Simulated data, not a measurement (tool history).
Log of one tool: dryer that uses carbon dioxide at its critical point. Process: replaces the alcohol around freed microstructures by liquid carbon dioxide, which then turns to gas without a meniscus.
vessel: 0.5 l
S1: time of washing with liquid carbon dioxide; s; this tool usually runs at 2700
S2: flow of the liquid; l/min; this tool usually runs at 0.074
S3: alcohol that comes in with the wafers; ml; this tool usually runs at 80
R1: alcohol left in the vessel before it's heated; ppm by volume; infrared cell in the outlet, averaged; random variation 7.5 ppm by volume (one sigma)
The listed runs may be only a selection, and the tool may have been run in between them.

run	hour	S1	S2	S3	R1
1	0	2700	0.074	80	565
2	19.6	2700	0.074	80	569
3	36	2700	0.074	80	561
4	45.1	2700	0.074	32	305
5	64.3	2700	0.074	32	312
6	75.9	2700	0.0473	80	4389
7	92.5	2820	0.0473	80	3640
8	106.1	2700	0.074	80	615
9	115.4	2700	0.074	80	593
10	134.9	2700	0.074	80	605
11	145	2700	0.074	80	614
12	155.6	2700	0.1227	80	136
13	172.5	2700	0.1227	80	134
14	181.2	2700	0.1227	80	129
15	195.3	2700	0.1227	80	144
16	215.3	2700	0.1227	80	144
17	232	1860	0.074	80	3180
18	246	1860	0.074	80	3274
19	262.3	2700	0.074	80	649
# hour 268.4: inlet filter changed
20	274.8	2700	0.074	80	503
21	287.3	2700	0.074	80	507
22	306.3	2700	0.074	80	518
23	320.7	3840	0.074	108	187
24	337	3180	0.0812	33	176
25	353.8	3180	0.0812	33	178
26	370.4	2700	0.1191	28	157
27	384.7	2100	0.0586	67	3625
28	403.5	1800	0.1135	87	472
29	412.3	3780	0.0979	38	155
30	428.1	3780	0.1105	44	145
31	446.6	3300	0.115	44	166
32	466.5	1740	0.0708	44	2352
# hour 478.8: purifier's bed changed
33	481.7	2040	0.1118	80	161
34	492.5	2460	0.1258	20	10

Expected results for the next run?
35	503.5	2460	0.0994	41	?

R1: 58 ppm by volume
On a tool with no hidden condition, and with the same random variation, this run would have come out at R1 47 ppm by volume.

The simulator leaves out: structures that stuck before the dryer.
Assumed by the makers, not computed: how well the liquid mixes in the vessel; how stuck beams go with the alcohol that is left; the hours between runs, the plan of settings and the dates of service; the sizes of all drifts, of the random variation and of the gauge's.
